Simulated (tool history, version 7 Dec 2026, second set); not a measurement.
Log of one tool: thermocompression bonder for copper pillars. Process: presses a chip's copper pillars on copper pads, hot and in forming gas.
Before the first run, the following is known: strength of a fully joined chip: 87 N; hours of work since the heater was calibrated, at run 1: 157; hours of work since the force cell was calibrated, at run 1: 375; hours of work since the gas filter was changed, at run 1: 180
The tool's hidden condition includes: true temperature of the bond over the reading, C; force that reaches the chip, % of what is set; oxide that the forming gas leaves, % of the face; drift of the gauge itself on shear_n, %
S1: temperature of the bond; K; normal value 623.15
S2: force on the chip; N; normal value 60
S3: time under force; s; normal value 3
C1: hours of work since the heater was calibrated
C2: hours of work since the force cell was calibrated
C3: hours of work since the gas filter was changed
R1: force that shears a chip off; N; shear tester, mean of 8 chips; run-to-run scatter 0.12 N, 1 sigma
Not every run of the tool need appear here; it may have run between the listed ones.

Run 1, hour 0: usual settings; C1 157; C2 375; C3 180. Result: R1 38.6 N.
Run 2, hour 20.7: usual settings but S3 2 s; C1 168; C2 386; C3 190. Result: R1 33 N.
Run 3, hour 46.4: usual settings but S3 2 s; C1 181; C2 399; C3 203. Result: R1 32.9 N.
At hour 56.1: forming gas filter changed.
Run 4, hour 64.6: usual settings but S3 2 s; C1 190; C2 408; C3 4. Result: R1 33.2 N.
Run 5, hour 84.1: usual settings; C1 200; C2 418; C3 14. Result: R1 38.5 N.
Run 6, hour 104.7: usual settings but S1 627.15 K; C1 210; C2 428; C3 25. Result: R1 39.8 N.
Run 7, hour 133.7: usual settings but S1 627.15 K; C1 225; C2 443; C3 39. Result: R1 39.7 N.
Run 8, hour 157.3: usual settings but S2 46 N; C1 237; C2 455; C3 51. Result: R1 29.5 N.
Run 9, hour 184.3: usual settings but S3 6 s; C1 251; C2 469; C3 65. Result: R1 49.1 N.
Run 10, hour 204.6: usual settings but S3 6 s; C1 261; C2 479; C3 75. Result: R1 49 N.
Run 11, hour 233: usual settings but S3 6 s; C1 276; C2 493; C3 90. Result: R1 49 N.
Run 12, hour 248.8: usual settings but S3 6 s; C1 284; C2 501; C3 98. Result: R1 49.3 N.
Run 13, hour 267: usual settings but S3 6 s; C1 293; C2 511; C3 107. Result: R1 49.2 N.
Run 14, hour 287.1: usual settings but S3 6 s; C1 303; C2 521; C3 117. Result: R1 48.9 N.
Run 15, hour 299.2: usual settings but S3 6 s; C1 309; C2 527; C3 123. Result: R1 49.1 N.
Run 16, hour 323.1: usual settings but S3 6 s; C1 321; C2 539; C3 136. Result: R1 48.9 N.
Run 17, hour 337.6: usual settings but S2 38 N; C1 329; C2 547; C3 143. Result: R1 23.9 N.
Run 18, hour 357.5: usual settings; C1 339; C2 557; C3 153. Result: R1 38.6 N.
Run 19, hour 382.4: usual settings but S1 645.15 K; C1 351; C2 569; C3 166. Result: R1 44.5 N.
Run 20, hour 402.2: usual settings but S1 645.15 K; C1 361; C2 579; C3 176. Result: R1 44.7 N.
Run 21, hour 417.7: usual settings but S1 645.15 K; C1 369; C2 587; C3 184. Result: R1 44.7 N.
Run 22, hour 444.1: usual settings but S1 640.15 K, S2 36 N, S3 2 s; C1 383; C2 601; C3 197. Result: R1 21.6 N.
At hour 467.1: forming gas filter changed.
Run 23, hour 471.2: usual settings but S1 618.15 K, S2 79 N, S3 6 s; C1 396; C2 614; C3 2. Result: R1 59.4 N.
Run 24, hour 485.2: usual settings but S1 627.15 K; C1 403; C2 621; C3 9. Result: R1 39.6 N.
Run 25, hour 497.3: usual settings but S1 627.15 K; C1 410; C2 627; C3 15. Result: R1 39.9 N.
Run 26, hour 521: usual settings but S1 627.15 K; C1 422; C2 639; C3 27. Result: R1 40 N.
Run 27, hour 539.2: usual settings but S1 610.15 K, S2 72 N, S3 7 s; C1 431; C2 649; C3 37. Result: R1 55.1 N.
Run 28, hour 558.4: usual settings but S1 597.15 K, S2 72 N; C1 441; C2 658; C3 46. Result: R1 38.3 N.
Run 29, hour 571.1: usual settings but S3 2 s; C1 447; C2 665; C3 53. Result: R1 33 N.
Run 30, hour 597.6: usual settings but S1 633.15 K, S3 6 s; C1 460; C2 678; C3 66. Result: R1 52.2 N.
Run 31, hour 620.7: usual settings but S2 37 N; C1 472; C2 690; C3 78. Result: R1 23.1 N.
Run 32, hour 645.9: usual settings but S1 629.15 K, S2 50 N; C1 485; C2 703; C3 91. Result: R1 33.5 N.
Run 33, hour 666.6: usual settings but S1 629.15 K, S2 50 N; C1 496; C2 713; C3 101. Result: R1 33.5 N.
Run 34, hour 684.2: usual settings but S1 650.15 K, S2 52 N, S3 6 s; C1 504; C2 722; C3 110. Result: R1 50.9 N.
Run 35, hour 700.1: usual settings but S2 79 N, S3 4 s; C1 513; C2 730; C3 118. Result: R1 54.2 N.
Run 36, hour 722.5: usual settings but S1 646.15 K, S2 66 N, S3 9 s; C1 524; C2 742; C3 130. Result: R1 65.9 N.
Run 37, hour 748.6: usual settings but S3 4 s; C1 537; C2 755; C3 143. Result: R1 43.1 N.
Run 38, hour 777.1: usual settings but S2 76 N, S3 2 s; C1 552; C2 770; C3 157. Result: R1 42.2 N.
Run 39, hour 801.2: usual settings but S1 601.15 K, S2 65 N, S3 2 s; C1 564; C2 782; C3 170. Result: R1 30.3 N.
Run 40, hour 814.7: usual settings but S1 639.15 K, S2 63 N, S3 5 s; C1 571; C2 789; C3 177. Result: R1 52.9 N.

Each row is a separate what-if for the run after 40, all from the same tool condition, not one after another. Results?
Run A, hour 828.3: usual settings but S1 639.15 K, S2 85 N, S3 5 s; C1 578; C2 796; C3 184. Result: R1 ?.
Run B, hour 828.3: usual settings but S1 622.15 K, S2 67 N, S3 2 s; C1 578; C2 796; C3 184. Result: R1 ?.
Run C, hour 828.3: usual settings but S1 638.15 K, S2 66 N; C1 578; C2 796; C3 184. Result: R1 ?.

run    R1
  A  65.6
  B  36.9
  C  46.5
With no hidden state in the tool, these same runs would have given:
run    R1
  A  65.6
  B  36.9
  C  46.5

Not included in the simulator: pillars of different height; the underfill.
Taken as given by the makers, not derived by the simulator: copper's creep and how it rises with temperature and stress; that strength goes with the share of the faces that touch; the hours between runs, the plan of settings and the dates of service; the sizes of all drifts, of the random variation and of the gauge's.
